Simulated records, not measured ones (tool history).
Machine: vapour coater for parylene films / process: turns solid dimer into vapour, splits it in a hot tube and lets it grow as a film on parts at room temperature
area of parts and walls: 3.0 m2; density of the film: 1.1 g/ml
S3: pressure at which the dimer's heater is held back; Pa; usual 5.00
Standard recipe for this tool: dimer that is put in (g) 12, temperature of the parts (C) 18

Run 1, day 0.000: usual settings. Result: thickness of the film (um) 1.97.
Run 2, day 1.317: usual settings. Result: thickness of the film (um) 1.94.
Run 3, day 2.538: usual settings. Result: thickness of the film (um) 1.91.
Run 4, day 4.175: usual settings but dimer that is put in (g) 14. Result: thickness of the film (um) 2.24.
Run 5, day 4.954: usual settings but dimer that is put in (g) 16. Result: thickness of the film (um) 2.57.
Run 6, day 6.038: usual settings. Result: thickness of the film (um) 1.91.
Run 7, day 7.275: usual settings but S3 6.38 Pa. Result: thickness of the film (um) 1.84.
Run 8, day 8.021: usual settings but S3 6.38 Pa. Result: thickness of the film (um) 1.86.
Run 9, day 9.612: usual settings but S3 6.38 Pa. Result: thickness of the film (um) 1.83.
Run 10, day 10.746: usual settings but S3 2.43 Pa. Result: thickness of the film (um) 2.09.
Run 11, day 12.375: usual settings but temperature of the parts (C) 16. Result: thickness of the film (um) 1.94.
Run 12, day 13.892: usual settings but temperature of the parts (C) 16. Result: thickness of the film (um) 1.96.
Run 13, day 15.225: usual settings but temperature of the parts (C) 16. Result: thickness of the film (um) 1.93.
Run 14, day 16.138: usual settings but temperature of the parts (C) 16. Result: thickness of the film (um) 1.91.
Run 15, day 17.704: usual settings but temperature of the parts (C) 16. Result: thickness of the film (um) 1.90.
Run 16, day 18.867: usual settings but temperature of the parts (C) 16. Result: thickness of the film (um) 1.92.
Run 17, day 20.379: usual settings but temperature of the parts (C) 16. Result: thickness of the film (um) 1.87.
Run 18, day 21.604: usual settings but temperature of the parts (C) 13. Result: thickness of the film (um) 1.98.
Run 19, day 22.746: usual settings but temperature of the parts (C) 13. Result: thickness of the film (um) 1.98.
Run 20, day 23.492: usual settings but temperature of the parts (C) 13. Result: thickness of the film (um) 1.94.
Run 21, day 24.788: usual settings but temperature of the parts (C) 13. Result: thickness of the film (um) 1.97.
Run 22, day 25.500: usual settings but temperature of the parts (C) 13. Result: thickness of the film (um) 1.94.
Run 23, day 26.438: usual settings but dimer that is put in (g) 11, temperature of the parts (C) 23. Result: thickness of the film (um) 1.51.
At day 26.950: trap's valve overhauled.
Run 24, day 27.933: usual settings but temperature of the parts (C) 15, S3 10.40 Pa. Result: thickness of the film (um) 1.91.
Run 25, day 29.408: usual settings but temperature of the parts (C) 15, S3 10.40 Pa. Result: thickness of the film (um) 1.92.
Run 26, day 31.058: usual settings but dimer that is put in (g) 19, temperature of the parts (C) 13, S3 4.09 Pa. Result: thickness of the film (um) 3.51.
Run 27, day 32.683: usual settings but dimer that is put in (g) 19, temperature of the parts (C) 13, S3 4.09 Pa. Result: thickness of the film (um) 3.52.
Run 28, day 34.292: usual settings but dimer that is put in (g) 6, temperature of the parts (C) 21. Result: thickness of the film (um) 0.95.
Run 29, day 35.150: usual settings but dimer that is put in (g) 6, temperature of the parts (C) 21. Result: thickness of the film (um) 0.92.
Run 30, day 35.908: usual settings but dimer that is put in (g) 6, temperature of the parts (C) 21. Result: thickness of the film (um) 0.92.
Run 31, day 36.683: usual settings but dimer that is put in (g) 18, temperature of the parts (C) 23, S3 4.93 Pa. Result: thickness of the film (um) 2.67.
Run 32, day 37.908: usual settings but dimer that is put in (g) 8, temperature of the parts (C) 20, S3 3.04 Pa. Result: thickness of the film (um) 1.32.
Run 33, day 38.975: usual settings but dimer that is put in (g) 8, temperature of the parts (C) 20, S3 3.04 Pa. Result: thickness of the film (um) 1.34.
Run 34, day 39.796: usual settings but temperature of the parts (C) 21, S3 3.11 Pa. Result: thickness of the film (um) 1.95.
Run 35, day 40.667: usual settings but dimer that is put in (g) 8, temperature of the parts (C) 30, S3 6.96 Pa. Result: thickness of the film (um) 0.97.
Run 36, day 41.917: usual settings but dimer that is put in (g) 10, temperature of the parts (C) 21, S3 3.40 Pa. Result: thickness of the film (um) 1.59.
Run 37, day 43.171: usual settings but temperature of the parts (C) 17, S3 3.55 Pa. Result: thickness of the film (um) 2.00.
Run 38, day 44.167: usual settings but temperature of the parts (C) 17, S3 3.55 Pa. Result: thickness of the film (um) 2.01.
Run 39, day 45.733: usual settings but dimer that is put in (g) 18, temperature of the parts (C) 13, S3 2.24 Pa. Result: thickness of the film (um) 3.46.
Run 40, day 47.212: usual settings but dimer that is put in (g) 8, temperature of the parts (C) 10. Result: thickness of the film (um) 1.43.
Run 41, day 48.717: usual settings but dimer that is put in (g) 7, temperature of the parts (C) 10, S3 2.08 Pa. Result: thickness of the film (um) 1.45.
Run 42, day 49.925: usual settings but dimer that is put in (g) 7, temperature of the parts (C) 10, S3 2.08 Pa. Result: thickness of the film (um) 1.40.
Run 43, day 50.838: usual settings but dimer that is put in (g) 6, S3 8.70 Pa. Result: thickness of the film (um) 0.85.
Run 44, day 52.258: usual settings but dimer that is put in (g) 6, S3 8.70 Pa. Result: thickness of the film (um) 0.88.

Same runs, no hidden state in the tool, same run-to-run variation:
Hidden conditions of the tool in this case: vapour lost through the trap's worn valve, %; true temperature of the parts over the reading, C; drift of the gauge itself on film_um, %.
run  thickness of the film (um)
  1                        2.04
  2                        2.02
  3                        2.00
  4                        2.35
  5                        2.71
  6                        2.02
  7                        1.96
  8                        1.98
  9                        1.96
 10                        2.24
 11                        2.10
 12                        2.13
 13                        2.10
 14                        2.09
 15                        2.09
 16                        2.12
 17                        2.08
 18                        2.21
 19                        2.22
 20                        2.19
 21                        2.22
 22                        2.19
 23                        1.72
 24                        1.93
 25                        1.95
 26                        3.60
 27                        3.63
 28                        0.98
 29                        0.95
 30                        0.96
 31                        2.79
 32                        1.39
 33                        1.41
 34                        2.05
 35                        1.03
 36                        1.69
 37                        2.14
 38                        2.15
 39                        3.72
 40                        1.55
 41                        1.57
 42                        1.53
 43                        0.93
 44                        0.97

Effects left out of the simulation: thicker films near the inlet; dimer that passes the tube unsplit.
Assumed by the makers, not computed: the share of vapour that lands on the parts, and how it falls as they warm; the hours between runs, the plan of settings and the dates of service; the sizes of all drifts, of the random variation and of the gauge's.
